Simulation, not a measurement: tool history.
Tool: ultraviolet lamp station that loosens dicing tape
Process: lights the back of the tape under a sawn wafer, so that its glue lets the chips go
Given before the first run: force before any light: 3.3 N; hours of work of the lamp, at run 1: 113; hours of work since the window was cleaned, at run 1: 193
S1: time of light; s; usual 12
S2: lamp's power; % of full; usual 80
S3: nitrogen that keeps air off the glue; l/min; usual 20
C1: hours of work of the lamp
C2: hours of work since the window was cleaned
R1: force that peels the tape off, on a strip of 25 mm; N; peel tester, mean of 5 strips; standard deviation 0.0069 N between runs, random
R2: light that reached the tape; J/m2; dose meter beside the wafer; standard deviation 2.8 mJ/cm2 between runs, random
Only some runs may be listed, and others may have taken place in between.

run     day  S1  S2  S3   C1   C2     R1    R2
  1   0.000  12  80  20  113  193  0.269  3610
  2   0.779  12  80  20  122  202  0.262  3600
  3   1.446  12  80  20  129  209  0.264  3590
  4   2.371  12  80  20  140  220  0.276  3580
  5   2.988  12  80  11  147  227  0.351  3520
  6   3.392  12  80  11  151  231  0.356  3540
  7   4.271  12  80  11  161  241  0.371  3540
  8   4.688  12  66  20  166  246  0.351  2900
  9   5.583  12  66  20  176  256  0.357  2900
 10   6.258  12  66  20  184  264  0.344  2880
 11   6.862  12  60   9  191  271  0.614  2620
 12   7.425   8  80   7  197  277  0.798  2360
 13   8.346   6  80  15  207  287  0.844  1760
 14   8.992  14  79  13  215  295  0.275  4010
 15   9.642  15  68   6  222  302  0.456  3630
 16  10.479  15  68   6  232  312  0.482  3610
 17  10.879  13  62  31  236  316  0.305  2820
 18  11.750  17  62   8  246  326  0.381  3780

3 ways to go on from here, each from the tool as it stands after run 18. What would each give?
  A  12.412   8  70  21  254  334   ?   ?
  B  12.412  17  89  21  254  334   ?   ?
  C  12.412  11  70   8  254  334   ?   ?

run     R1    R2
  A  0.578  2020
  B  0.195  5380
  C  0.589  2740
Had the tool no hidden state, the same runs would have come out as:
run     R1    R2
  A  0.471  2310
  B  0.186  6180
  C  0.482  3140
